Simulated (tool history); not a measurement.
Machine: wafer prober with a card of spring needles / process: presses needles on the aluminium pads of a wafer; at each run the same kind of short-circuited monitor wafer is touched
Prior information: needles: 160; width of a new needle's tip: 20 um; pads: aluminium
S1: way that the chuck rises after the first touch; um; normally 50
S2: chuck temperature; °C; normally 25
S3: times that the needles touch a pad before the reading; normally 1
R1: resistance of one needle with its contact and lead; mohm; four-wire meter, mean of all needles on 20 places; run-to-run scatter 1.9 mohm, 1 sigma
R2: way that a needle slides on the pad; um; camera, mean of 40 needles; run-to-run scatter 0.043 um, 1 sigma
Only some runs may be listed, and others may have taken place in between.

run,day,S1,S2,S3,R1,R2
1,0.000,50,25,1,215,7.19
# day 0.317: tips cleaned on abrasive film
2,0.342,50,25,1,268,7.26
3,0.575,50,25,1,268,7.25
# day 0.633: tips cleaned on abrasive film
# day 0.950: tips cleaned on abrasive film
4,1.062,50,25,1,230,7.24
# day 1.254: tips cleaned on abrasive film
# day 1.362: tips cleaned on abrasive film, once more
5,1.433,48,25,1,225,6.93
# day 1.662: tips cleaned on abrasive film
6,1.775,48,25,1,228,6.85
# day 1.983: tips cleaned on abrasive film
7,2.225,48,25,1,243,6.84
# day 2.292: tips cleaned on abrasive film
8,2.438,50,25,3,217,7.12
# day 2.604: tips cleaned on abrasive film
9,2.775,50,25,1,240,7.10
# day 2.925: tips cleaned on abrasive film
# day 3.233: tips cleaned on abrasive film
10,3.233,50,25,1,210,7.06
11,3.508,44,25,1,257,6.26
# day 3.550: tips cleaned on abrasive film
12,3.817,44,25,1,255,6.23
# day 3.854: tips cleaned on abrasive film
# day 4.162: tips cleaned on abrasive film
13,4.162,50,25,3,204,7.08
14,4.358,50,25,2,225,7.11
# day 4.462: tips cleaned on abrasive film
# day 4.788: tips cleaned on abrasive film
15,4.838,43,25,2,225,6.10
# day 5.100: tips cleaned on abrasive film
16,5.208,43,25,2,228,6.01
# day 5.408: tips cleaned on abrasive film
17,5.671,50,26,1,247,7.07
# day 5.708: tips cleaned on abrasive film
# day 6.017: tips cleaned on abrasive film
18,6.125,50,116,1,246,7.00
# day 6.312: tips cleaned on abrasive film
19,6.438,40,116,2,257,5.53
# day 6.612: tips cleaned on abrasive film
20,6.712,40,116,2,252,5.51
# day 6.912: tips cleaned on abrasive film
21,6.912,40,116,1,240,5.60
# day 7.229: tips cleaned on abrasive film
22,7.329,40,116,1,264,5.52
# day 7.542: tips cleaned on abrasive film
23,7.704,59,54,1,234,8.28
# day 7.867: tips cleaned on abrasive film
24,8.117,34,33,2,268,4.69
# day 8.183: tips cleaned on abrasive film
25,8.350,50,91,1,248,7.00
# day 8.512: tips cleaned on abrasive film
26,8.583,50,91,1,236,6.92
# day 8.808: tips cleaned on abrasive film
27,8.933,61,109,1,241,8.46
# day 9.121: tips cleaned on abrasive film
28,9.379,46,41,2,244,6.39
# day 9.450: tips cleaned on abrasive film
29,9.625,46,61,3,235,6.34
# day 9.754: tips cleaned on abrasive film
30,9.946,31,32,1,301,4.08
# day 10.062: tips cleaned on abrasive film
31,10.346,64,123,3,239,8.89
# day 10.371: tips cleaned on abrasive film
32,10.662,36,26,1,301,4.90
# day 10.692: tips cleaned on abrasive film
# day 10.996: tips cleaned on abrasive film
33,11.104,36,26,1,258,4.91

Below, some changes in R1 between adjacent runs. For each, the amount present without the hidden state too (settings, incoming material, random variation) and the amount remaining for the hidden state with gauge scatter not shared by both compared results:
Hidden conditions of the tool in this case: debris on the tips, nm; way that the needles fall short of the set height, um; tips' diameter, um; drift of the gauge itself on contact_mohm, %; drift of the gauge itself on scrub_um, %.
Run 29 -> 30: S1 46 -> 31, S2 61 -> 32, S3 3 -> 1, tips cleaned on abrasive film. R1 +66 mohm: hidden state +68, all else -2.
Run 30 -> 31: S1 31 -> 64, S2 32 -> 123, S3 1 -> 3, tips cleaned on abrasive film. R1 -62 mohm: hidden state -73, all else +11.
Run 31 -> 32: S1 64 -> 36, S2 123 -> 26, S3 3 -> 1, tips cleaned on abrasive film. R1 +62 mohm: hidden state +73, all else -11.

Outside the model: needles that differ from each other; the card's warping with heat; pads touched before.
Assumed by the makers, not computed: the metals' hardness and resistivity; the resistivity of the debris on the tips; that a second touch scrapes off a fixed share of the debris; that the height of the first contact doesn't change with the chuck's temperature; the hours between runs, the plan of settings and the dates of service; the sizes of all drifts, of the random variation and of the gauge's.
